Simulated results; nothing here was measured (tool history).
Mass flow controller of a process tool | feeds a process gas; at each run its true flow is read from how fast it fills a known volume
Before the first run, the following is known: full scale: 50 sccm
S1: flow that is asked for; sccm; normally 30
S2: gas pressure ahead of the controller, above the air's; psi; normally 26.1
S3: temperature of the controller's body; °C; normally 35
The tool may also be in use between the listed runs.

Run 1, day 0.000: usual settings. Result: true flow (%) 98.94.
Run 2, day 3.367: usual settings. Result: true flow (%) 99.06.
Run 3, day 6.629: usual settings. Result: true flow (%) 99.03.
Run 4, day 8.808: usual settings. Result: true flow (%) 99.14.
Run 5, day 13.417: usual settings. Result: true flow (%) 99.21.
Run 6, day 15.688: usual settings but S2 22.2 psi. Result: true flow (%) 99.21.
Run 7, day 17.825: usual settings but S2 22.2 psi. Result: true flow (%) 99.07.
Run 8, day 21.200: usual settings but S2 22.2 psi. Result: true flow (%) 99.21.
Run 9, day 24.638: usual settings but S2 22.2 psi. Result: true flow (%) 99.22.
Run 10, day 29.754: usual settings but S2 23.4 psi. Result: true flow (%) 99.38.
Run 11, day 31.958: usual settings but S2 22.8 psi. Result: true flow (%) 99.33.
Run 12, day 37.171: usual settings but S1 7 sccm, S2 23.1 psi, S3 26 °C. Result: true flow (%) 98.03.
Run 13, day 41.254: usual settings but S1 10 sccm, S2 36.5 psi, S3 33 °C. Result: true flow (%) 98.65.
Run 14, day 45.279: usual settings but S1 6 sccm, S3 33 °C. Result: true flow (%) 98.45.
Run 15, day 48.333: usual settings but S1 12 sccm, S2 34.2 psi, S3 36 °C. Result: true flow (%) 98.93.
Run 16, day 50.846: usual settings but S1 15 sccm, S2 25.7 psi, S3 31 °C. Result: true flow (%) 98.79.

Selected run-to-run steps in true flow (%), each split into two signed amounts: the part the tool would show with no hidden state at all (from settings, incoming material and random variation), and the remainder, which goes to the hidden state together with any gauge scatter not common to the measured and the hidden-state-free results:
Unlogged tool condition in this case: flow at rest that the sensor doesn't see, % of full scale; true flow over the shown one, %; drift of the gauge itself on true_pct, %.
Run 11 -> 12: S1 30 -> 7, S2 22.8 -> 23.1, S3 35 -> 26. true flow (%) -1.30: hidden state +0.07, all else -1.37.

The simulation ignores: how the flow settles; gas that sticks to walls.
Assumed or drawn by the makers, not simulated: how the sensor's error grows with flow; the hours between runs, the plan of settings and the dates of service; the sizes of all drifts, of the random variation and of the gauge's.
